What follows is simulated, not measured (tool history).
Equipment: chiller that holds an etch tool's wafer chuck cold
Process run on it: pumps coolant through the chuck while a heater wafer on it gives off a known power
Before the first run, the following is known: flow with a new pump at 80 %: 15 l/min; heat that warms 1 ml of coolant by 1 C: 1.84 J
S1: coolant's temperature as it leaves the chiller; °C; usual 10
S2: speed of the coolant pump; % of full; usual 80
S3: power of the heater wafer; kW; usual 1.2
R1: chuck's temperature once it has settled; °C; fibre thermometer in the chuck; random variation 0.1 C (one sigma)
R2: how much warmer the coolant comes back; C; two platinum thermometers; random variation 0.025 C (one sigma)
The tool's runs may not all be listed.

Run 1, hour 0: usual settings. Result: R1 18.8 °C, R2 2.59 C.
Run 2, hour 39: usual settings. Result: R1 19 °C, R2 2.62 C.
Run 3, hour 90.3: usual settings but S2 99 % of full. Result: R1 17.8 °C, R2 1.98 C.
Run 4, hour 140: usual settings but S2 99 % of full. Result: R1 17.9 °C, R2 1.97 C.
Run 5, hour 186.2: usual settings but S2 72 % of full. Result: R1 19.5 °C, R2 2.91 C.
Run 6, hour 232.7: usual settings but S2 98 % of full. Result: R1 17.9 °C, R2 2.08 C.
Run 7, hour 284: usual settings but S2 98 % of full. Result: R1 17.9 °C, R2 1.99 C.
Run 8, hour 311.3: usual settings but S2 98 % of full. Result: R1 17.9 °C, R2 1.99 C.
Run 9, hour 345.3: usual settings but S2 98 % of full. Result: R1 17.9 °C, R2 1.98 C.
Run 10, hour 389.2: usual settings but S2 98 % of full. Result: R1 17.9 °C, R2 1.98 C.
Run 11, hour 437.7: usual settings. Result: R1 18.9 °C, R2 2.5 C.
Run 12, hour 475.6: usual settings. Result: R1 19 °C, R2 2.47 C.
Run 13, hour 510.9: usual settings. Result: R1 18.8 °C, R2 2.45 C.
Run 14, hour 570.3: usual settings. Result: R1 18.7 °C, R2 2.44 C.
At hour 585.9: gauge calibrated.
Run 15, hour 604.2: usual settings. Result: R1 18.9 °C, R2 2.62 C.
Run 16, hour 638.3: usual settings. Result: R1 18.7 °C, R2 2.58 C.
Run 17, hour 667.8: usual settings. Result: R1 19 °C, R2 2.6 C.
Run 18, hour 694.3: usual settings but S1 6 °C, S3 1.077 kW. Result: R1 13.9 °C, R2 2.29 C.
Run 19, hour 749.4: usual settings but S1 13 °C, S2 79 % of full, S3 1.128 kW. Result: R1 21.3 °C, R2 2.46 C.
Run 20, hour 773.8: usual settings but S1 13 °C, S2 79 % of full, S3 1.128 kW. Result: R1 21.4 °C, R2 2.44 C.
Run 21, hour 816.6: usual settings but S1 13 °C, S2 79 % of full, S3 1.128 kW. Result: R1 21.4 °C, R2 2.44 C.
Run 22, hour 866.1: usual settings but S2 78 % of full, S3 0.735 kW. Result: R1 15.5 °C, R2 1.57 C.
Run 23, hour 901.9: usual settings but S1 12 °C, S2 87 % of full, S3 0.688 kW. Result: R1 16.8 °C, R2 1.25 C.
Run 24, hour 940.7: usual settings but S1 12 °C, S2 63 % of full, S3 0.805 kW. Result: R1 18.8 °C, R2 2.2 C.
Run 25, hour 983.5: usual settings but S1 6 °C, S2 82 % of full. Result: R1 14.8 °C, R2 2.4 C.
Run 26, hour 1030.6: usual settings but S1 6 °C, S2 82 % of full. Result: R1 14.7 °C, R2 2.39 C.
Run 27, hour 1056.1: usual settings but S1 6 °C, S2 82 % of full. Result: R1 14.8 °C, R2 2.39 C.
Run 28, hour 1104.1: usual settings but S1 6 °C, S2 82 % of full. Result: R1 14.9 °C, R2 2.37 C.
Run 29, hour 1163.7: usual settings but S1 6 °C, S2 82 % of full. Result: R1 14.8 °C, R2 2.34 C.
Run 30, hour 1203.3: usual settings but S1 20 °C, S2 72 % of full, S3 0.735 kW. Result: R1 25.7 °C, R2 1.6 C.
Run 31, hour 1256.5: usual settings but S1 20 °C, S2 72 % of full, S3 0.735 kW. Result: R1 25.7 °C, R2 1.61 C.

4 ways to go on from here, each from the tool as it stands after run 31. What would each give?
Run A, hour 1284.4: usual settings but S1 9 °C, S3 1.493 kW. Result: R1 ?, R2 ?.
Run B, hour 1284.4: usual settings but S3 1.029 kW. Result: R1 ?, R2 ?.
Run C, hour 1284.4: usual settings but S1 15 °C, S2 61 % of full, S3 1.108 kW. Result: R1 ?, R2 ?.
Run D, hour 1284.4: usual settings but S1 18 °C. Result: R1 ?, R2 ?.

run    R1    R2
  A  20.3  2.98
  B  17.6  2.01
  C  24.7  3.05
  D  26.8   2.4
The same runs, with their run-to-run variation unchanged, on a tool lacking any hidden condition would have given:
run    R1    R2
  A  20.3  3.19
  B  17.6  2.22
  C  24.6  3.26
  D  26.8  2.61
